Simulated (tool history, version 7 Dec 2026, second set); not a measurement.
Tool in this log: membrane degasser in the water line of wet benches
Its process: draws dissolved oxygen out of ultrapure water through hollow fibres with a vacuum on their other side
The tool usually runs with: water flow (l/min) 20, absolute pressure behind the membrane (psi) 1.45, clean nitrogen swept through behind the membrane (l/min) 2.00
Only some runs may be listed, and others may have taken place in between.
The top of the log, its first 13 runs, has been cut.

| run | hour | water flow (l/min) | absolute pressure behind the membrane (psi) | clean nitrogen swept through behind the membrane (l/min) | dissolved oxygen in the water behind the degasser (ppb) | pressure that the water loses in the fibres (psi) |
|---|---|---|---|---|---|---|
| 14 | 3081.3 | 14 | 1.45 | 2.00 | 119.3 | 5.828 |
| 15 | 3246.2 | 20 | 1.45 | 2.00 | 173.0 | 8.406 |
| 16 | 3580.3 | 20 | 1.45 | 2.00 | 171.8 | 8.386 |
| 17 | 3882.4 | 20 | 1.45 | 2.00 | 170.7 | 8.386 |
| 18 | 4159.7 | 16 | 1.67 | 4.81 | 74.8 | 6.688 |
| 19 | 4431.8 | 16 | 1.67 | 4.81 | 75.1 | 6.693 |
| 20 | 4654.2 | 27 | 1.29 | 2.99 | 148.7 | 11.281 |
| 21 | 4996.7 | 27 | 1.29 | 2.99 | 149.3 | 11.296 |
| 22 | 5339.5 | 27 | 1.29 | 2.99 | 150.0 | 11.311 |
| 23 | 5533.8 | 27 | 2.35 | 2.99 | 296.9 | 11.323 |
| 24 | 5787.6 | 27 | 2.35 | 2.99 | 298.7 | 11.293 |
| 25 | 6121.1 | 20 | 1.31 | 2.00 | 148.7 | 8.401 |
| 26 | 6263.6 | 26 | 1.45 | 3.26 | 153.8 | 10.827 |
| 27 | 6498.5 | 25 | 2.60 | 1.76 | 479.0 | 10.430 |
| 28 | 6730.9 | 25 | 2.60 | 1.76 | 476.9 | 10.544 |
| 29 | 6966.2 | 25 | 2.60 | 1.76 | 478.1 | 10.482 |
| 30 | 7182.6 | 25 | 2.60 | 1.76 | 479.5 | 10.466 |
| 31 | 7447.7 | 17 | 1.97 | 0.98 | 398.6 | 7.143 |
|  | 7464.4 | vacuum gauge calibrated |
| 32 | 7597.1 | 17 | 1.97 | 0.98 | 401.7 | 7.100 |

Predict each of these 4 candidate next runs independently; none follows another, all start after run 32:
| A | 7915.9 | 12 | 1.10 | 1.76 | ? | ? |
| B | 7915.9 | 20 | 1.45 | 2.00 | ? | ? |
| C | 7915.9 | 26 | 2.09 | 2.00 | ? | ? |
| D | 7915.9 | 14 | 2.03 | 1.09 | ? | ? |

| run | dissolved oxygen in the water behind the degasser (ppb) | pressure that the water loses in the fibres (psi) |
|---|---|---|
| A | 74.7 | 5.020 |
| B | 172.9 | 8.383 |
| C | 350.1 | 10.908 |
| D | 313.2 | 5.809 |
What these runs would have given with no unlogged condition in the tool:
| run | dissolved oxygen in the water behind the degasser (ppb) | pressure that the water loses in the fibres (psi) |
|---|---|---|
| A | 74.6 | 5.017 |
| B | 172.7 | 8.376 |
| C | 349.8 | 10.900 |
| D | 312.9 | 5.803 |
